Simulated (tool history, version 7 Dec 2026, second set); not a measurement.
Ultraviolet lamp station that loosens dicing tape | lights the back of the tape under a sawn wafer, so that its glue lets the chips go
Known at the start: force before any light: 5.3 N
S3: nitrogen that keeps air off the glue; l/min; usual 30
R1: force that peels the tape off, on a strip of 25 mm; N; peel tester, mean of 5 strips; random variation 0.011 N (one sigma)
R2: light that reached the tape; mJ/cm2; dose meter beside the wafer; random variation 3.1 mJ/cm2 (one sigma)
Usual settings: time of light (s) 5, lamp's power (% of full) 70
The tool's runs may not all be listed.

{"run": 1, "hour": 0.0, "time of light (s)": 5, "lamp's power (% of full)": 70, "S3": 30, "R1": 1.413, "R2": 252}
{"run": 2, "hour": 49.3, "time of light (s)": 5, "lamp's power (% of full)": 70, "S3": 30, "R1": 1.511, "R2": 244}
{"run": 3, "hour": 122.5, "time of light (s)": 5, "lamp's power (% of full)": 70, "S3": 30, "R1": 1.671, "R2": 228}
{"run": 4, "hour": 182.1, "time of light (s)": 5, "lamp's power (% of full)": 87, "S3": 30, "R1": 1.339, "R2": 269}
{"hour": 263.6, "done": "window cleaned of glue's vapour"}
{"run": 5, "hour": 264.4, "time of light (s)": 5, "lamp's power (% of full)": 87, "S3": 30, "R1": 1.115, "R2": 314}
{"hour": 270.6, "done": "lamp changed"}
{"run": 6, "hour": 306.1, "time of light (s)": 5, "lamp's power (% of full)": 79, "S3": 30, "R1": 0.394, "R2": 519}
{"run": 7, "hour": 346.1, "time of light (s)": 5, "lamp's power (% of full)": 79, "S3": 30, "R1": 0.432, "R2": 507}
{"run": 8, "hour": 403.5, "time of light (s)": 5, "lamp's power (% of full)": 79, "S3": 30, "R1": 0.462, "R2": 490}
{"run": 9, "hour": 473.6, "time of light (s)": 5, "lamp's power (% of full)": 79, "S3": 30, "R1": 0.503, "R2": 466}
{"run": 10, "hour": 520.6, "time of light (s)": 8, "lamp's power (% of full)": 79, "S3": 59, "R1": 0.117, "R2": 714}
{"run": 11, "hour": 555.4, "time of light (s)": 5, "lamp's power (% of full)": 97, "S3": 42, "R1": 0.31, "R2": 540}
{"run": 12, "hour": 624.5, "time of light (s)": 5, "lamp's power (% of full)": 97, "S3": 42, "R1": 0.335, "R2": 520}
{"run": 13, "hour": 677.4, "time of light (s)": 3, "lamp's power (% of full)": 100, "S3": 13, "R1": 1.643, "R2": 312}
{"run": 14, "hour": 739.7, "time of light (s)": 3, "lamp's power (% of full)": 100, "S3": 13, "R1": 1.72, "R2": 298}
{"run": 15, "hour": 808.6, "time of light (s)": 3, "lamp's power (% of full)": 77, "S3": 30, "R1": 1.739, "R2": 219}
{"run": 16, "hour": 869.8, "time of light (s)": 5, "lamp's power (% of full)": 80, "S3": 13, "R1": 1.366, "R2": 364}
{"hour": 921.9, "done": "window cleaned of glue's vapour"}
{"run": 17, "hour": 950.9, "time of light (s)": 5, "lamp's power (% of full)": 88, "S3": 19, "R1": 0.746, "R2": 449}
{"run": 18, "hour": 1031.1, "time of light (s)": 4, "lamp's power (% of full)": 70, "S3": 11, "R1": 1.979, "R2": 274}

3 ways to go on from here, each from the tool as it stands after run 18. What would each give?
{"run": "A", "hour": 1092.7, "time of light (s)": 4, "lamp's power (% of full)": 70, "S3": 21, "R1": "?", "R2": "?"}
{"run": "B", "hour": 1092.7, "time of light (s)": 2, "lamp's power (% of full)": 88, "S3": 19, "R1": "?", "R2": "?"}
{"run": "C", "hour": 1092.7, "time of light (s)": 7, "lamp's power (% of full)": 69, "S3": 30, "R1": "?", "R2": "?"}

run=A R1=1.672 R2=261
run=B R1=2.582 R2=164
run=C R1=0.571 R2=443
Without the tool's hidden state the same runs would have given:
run=A R1=0.999 R2=378
run=B R1=1.876 R2=237
run=C R1=0.242 R2=643
